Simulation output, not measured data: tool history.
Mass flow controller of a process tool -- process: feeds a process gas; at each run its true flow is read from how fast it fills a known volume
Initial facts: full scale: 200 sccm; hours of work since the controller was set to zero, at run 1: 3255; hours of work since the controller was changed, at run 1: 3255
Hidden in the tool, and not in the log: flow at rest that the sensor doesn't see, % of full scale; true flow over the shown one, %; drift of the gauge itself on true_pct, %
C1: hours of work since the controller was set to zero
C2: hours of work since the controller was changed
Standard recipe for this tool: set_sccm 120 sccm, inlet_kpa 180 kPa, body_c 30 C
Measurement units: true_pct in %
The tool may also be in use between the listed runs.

{"run": 1, "hour": 0.0, "set_sccm": 120, "inlet_kpa": 180, "body_c": 30, "C1": 3255, "C2": 3255, "true_pct": 98.95}
{"run": 2, "hour": 90.8, "set_sccm": 120, "inlet_kpa": 180, "body_c": 30, "C1": 3322, "C2": 3322, "true_pct": 98.81}
{"run": 3, "hour": 208.0, "set_sccm": 153, "inlet_kpa": 180, "body_c": 30, "C1": 3409, "C2": 3409, "true_pct": 99.21}
{"run": 4, "hour": 296.2, "set_sccm": 153, "inlet_kpa": 180, "body_c": 30, "C1": 3475, "C2": 3475, "true_pct": 99.11}
{"run": 5, "hour": 378.5, "set_sccm": 135, "inlet_kpa": 180, "body_c": 30, "C1": 3536, "C2": 3536, "true_pct": 98.8}
{"run": 6, "hour": 475.3, "set_sccm": 120, "inlet_kpa": 180, "body_c": 30, "C1": 3607, "C2": 3607, "true_pct": 98.54}
{"run": 7, "hour": 667.2, "set_sccm": 120, "inlet_kpa": 180, "body_c": 30, "C1": 3749, "C2": 3749, "true_pct": 98.35}
{"run": 8, "hour": 814.3, "set_sccm": 120, "inlet_kpa": 180, "body_c": 30, "C1": 3858, "C2": 3858, "true_pct": 98.31}
{"run": 9, "hour": 926.2, "set_sccm": 120, "inlet_kpa": 180, "body_c": 30, "C1": 3941, "C2": 3941, "true_pct": 98.26}
{"run": 10, "hour": 1066.9, "set_sccm": 32, "inlet_kpa": 180, "body_c": 30, "C1": 4046, "C2": 4046, "true_pct": 96.61}
{"run": 11, "hour": 1162.1, "set_sccm": 32, "inlet_kpa": 231, "body_c": 30, "C1": 4116, "C2": 4116, "true_pct": 96.81}
{"run": 12, "hour": 1354.7, "set_sccm": 32, "inlet_kpa": 231, "body_c": 30, "C1": 4259, "C2": 4259, "true_pct": 96.71}
{"run": 13, "hour": 1453.6, "set_sccm": 32, "inlet_kpa": 231, "body_c": 30, "C1": 4332, "C2": 4332, "true_pct": 96.62}
{"run": 14, "hour": 1591.8, "set_sccm": 32, "inlet_kpa": 231, "body_c": 30, "C1": 4435, "C2": 4435, "true_pct": 96.65}
{"run": 15, "hour": 1785.1, "set_sccm": 120, "inlet_kpa": 180, "body_c": 30, "C1": 4578, "C2": 4578, "true_pct": 97.58}
{"run": 16, "hour": 1896.4, "set_sccm": 120, "inlet_kpa": 180, "body_c": 30, "C1": 4660, "C2": 4660, "true_pct": 97.68}
{"run": 17, "hour": 2041.3, "set_sccm": 120, "inlet_kpa": 180, "body_c": 30, "C1": 4768, "C2": 4768, "true_pct": 97.45}
{"run": 18, "hour": 2146.4, "set_sccm": 120, "inlet_kpa": 180, "body_c": 30, "C1": 4845, "C2": 4845, "true_pct": 97.37}
{"run": 19, "hour": 2246.3, "set_sccm": 42, "inlet_kpa": 190, "body_c": 30, "C1": 4919, "C2": 4919, "true_pct": 96.07}
{"run": 20, "hour": 2355.5, "set_sccm": 42, "inlet_kpa": 275, "body_c": 32, "C1": 5000, "C2": 5000, "true_pct": 96.57}
{"run": 21, "hour": 2480.1, "set_sccm": 100, "inlet_kpa": 165, "body_c": 33, "C1": 5093, "C2": 5093, "true_pct": 96.95}
{"run": 22, "hour": 2566.0, "set_sccm": 85, "inlet_kpa": 179, "body_c": 28, "C1": 5156, "C2": 5156, "true_pct": 96.67}
{"run": 23, "hour": 2735.3, "set_sccm": 85, "inlet_kpa": 179, "body_c": 28, "C1": 5282, "C2": 5282, "true_pct": 96.33}
{"run": 24, "hour": 2914.7, "set_sccm": 144, "inlet_kpa": 164, "body_c": 29, "C1": 5415, "C2": 5415, "true_pct": 97.19}
{"run": 25, "hour": 2998.6, "set_sccm": 29, "inlet_kpa": 199, "body_c": 29, "C1": 5477, "C2": 5477, "true_pct": 95.42}
{"run": 26, "hour": 3078.3, "set_sccm": 36, "inlet_kpa": 199, "body_c": 27, "C1": 5536, "C2": 5536, "true_pct": 95.33}
{"run": 27, "hour": 3232.0, "set_sccm": 122, "inlet_kpa": 199, "body_c": 37, "C1": 5650, "C2": 5650, "true_pct": 97.2}
{"run": 28, "hour": 3333.5, "set_sccm": 36, "inlet_kpa": 202, "body_c": 37, "C1": 5725, "C2": 5725, "true_pct": 95.57}
{"run": 29, "hour": 3414.0, "set_sccm": 42, "inlet_kpa": 208, "body_c": 38, "C1": 5785, "C2": 5785, "true_pct": 95.7}
{"run": 30, "hour": 3596.7, "set_sccm": 45, "inlet_kpa": 244, "body_c": 27, "C1": 5920, "C2": 5920, "true_pct": 95.54}

What if the next run were any one of these 5? Each begins from the tool's condition after run 30:
{"run": "A", "hour": 3680.8, "set_sccm": 31, "inlet_kpa": 252, "body_c": 26, "C1": 5982, "C2": 5982, "true_pct": "?"}
{"run": "B", "hour": 3680.8, "set_sccm": 24, "inlet_kpa": 150, "body_c": 30, "C1": 5982, "C2": 5982, "true_pct": "?"}
{"run": "C", "hour": 3680.8, "set_sccm": 42, "inlet_kpa": 207, "body_c": 23, "C1": 5982, "C2": 5982, "true_pct": "?"}
{"run": "D", "hour": 3680.8, "set_sccm": 71, "inlet_kpa": 191, "body_c": 27, "C1": 5982, "C2": 5982, "true_pct": "?"}
{"run": "E", "hour": 3680.8, "set_sccm": 45, "inlet_kpa": 212, "body_c": 28, "C1": 5982, "C2": 5982, "true_pct": "?"}

run=A true_pct=95.15
run=B true_pct=94.72
run=C true_pct=94.85
run=D true_pct=95.76
run=E true_pct=95.36
Had the tool no hidden state, the same runs would have come out as:
run=A true_pct=97.59
run=B true_pct=97.15
run=C true_pct=97.28
run=D true_pct=98.2
run=E true_pct=97.79

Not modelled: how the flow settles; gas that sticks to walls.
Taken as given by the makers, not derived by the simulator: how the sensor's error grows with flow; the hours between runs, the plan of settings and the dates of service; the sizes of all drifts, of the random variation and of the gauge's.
